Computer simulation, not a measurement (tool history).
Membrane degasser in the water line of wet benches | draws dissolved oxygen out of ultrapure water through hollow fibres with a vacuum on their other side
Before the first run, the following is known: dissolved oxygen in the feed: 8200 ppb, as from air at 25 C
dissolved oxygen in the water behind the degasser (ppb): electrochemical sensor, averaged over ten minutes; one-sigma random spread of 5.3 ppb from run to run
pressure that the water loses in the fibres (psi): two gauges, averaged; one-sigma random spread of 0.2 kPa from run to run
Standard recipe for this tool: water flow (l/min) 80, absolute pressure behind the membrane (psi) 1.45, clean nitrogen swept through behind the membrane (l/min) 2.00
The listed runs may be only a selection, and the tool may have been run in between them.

| run | hour | water flow (l/min) | absolute pressure behind the membrane (psi) | clean nitrogen swept through behind the membrane (l/min) | dissolved oxygen in the water behind the degasser (ppb) | pressure that the water loses in the fibres (psi) |
|---|---|---|---|---|---|---|
| 1 | 0.0 | 80 | 1.45 | 2.00 | 537.4 | 6.853 |
| 2 | 190.1 | 80 | 1.67 | 2.00 | 633.8 | 6.866 |
| 3 | 350.7 | 80 | 1.67 | 2.00 | 642.6 | 6.869 |
| 4 | 553.0 | 80 | 1.67 | 2.00 | 642.8 | 6.882 |
| 5 | 777.6 | 80 | 1.67 | 2.00 | 645.2 | 6.895 |
| 6 | 1033.9 | 80 | 1.67 | 2.00 | 642.2 | 6.912 |
| 7 | 1314.3 | 80 | 1.45 | 2.00 | 542.7 | 6.882 |
| 8 | 1585.7 | 80 | 2.34 | 2.00 | 966.8 | 6.883 |
| 9 | 1829.8 | 54 | 1.45 | 2.00 | 389.7 | 4.701 |
| 10 | 2009.1 | 54 | 1.45 | 2.00 | 392.1 | 4.667 |
| 11 | 2167.0 | 54 | 1.45 | 1.76 | 425.7 | 4.641 |
| 12 | 2480.8 | 69 | 1.45 | 2.00 | 485.5 | 5.962 |
| 13 | 2773.3 | 80 | 1.45 | 0.90 | 929.5 | 7.036 |
| 14 | 3042.6 | 80 | 1.45 | 0.90 | 945.2 | 6.969 |
| 15 | 3342.0 | 80 | 1.45 | 0.90 | 937.1 | 6.975 |
| 16 | 3491.6 | 80 | 1.49 | 2.00 | 574.4 | 6.972 |
| 17 | 3791.3 | 80 | 2.10 | 1.35 | 1128.2 | 6.998 |
| 18 | 4113.1 | 112 | 0.90 | 5.19 | 217.7 | 9.902 |
| 19 | 4406.7 | 66 | 0.90 | 5.19 | 103.7 | 5.836 |
| 20 | 4563.8 | 117 | 0.90 | 4.12 | 270.9 | 10.289 |
| 21 | 4804.8 | 48 | 1.45 | 2.00 | 364.5 | 4.221 |
|  | 4824.1 | vacuum gauge calibrated |
| 22 | 5053.8 | 76 | 1.70 | 2.00 | 651.3 | 6.749 |
| 23 | 5241.7 | 80 | 3.58 | 3.94 | 920.3 | 7.071 |
| 24 | 5467.2 | 80 | 2.05 | 1.52 | 1017.2 | 7.087 |
| 25 | 5610.0 | 68 | 1.45 | 3.59 | 310.6 | 5.987 |
| 26 | 5780.0 | 104 | 2.42 | 3.93 | 788.3 | 9.208 |
| 27 | 6035.9 | 50 | 1.23 | 2.00 | 305.5 | 4.444 |
| 28 | 6257.2 | 50 | 2.94 | 2.95 | 643.8 | 4.427 |
|  | 6284.8 | vacuum gauge calibrated, once more |
| 29 | 6479.3 | 50 | 2.94 | 2.95 | 626.5 | 4.387 |
| 30 | 6644.8 | 50 | 2.94 | 1.87 | 887.0 | 4.416 |

Run 31 comes next. What will it give?
| 31 | 6918.6 | 50 | 2.94 | 1.87 | ? | ? |

Run 31 gave dissolved oxygen in the water behind the degasser (ppb) 916.8, pressure that the water loses in the fibres (psi) 4.474.
The same run, on a tool lacking any hidden state, would have yielded dissolved oxygen in the water behind the degasser (ppb) 908.8, pressure that the water loses in the fibres (psi) 4.129.
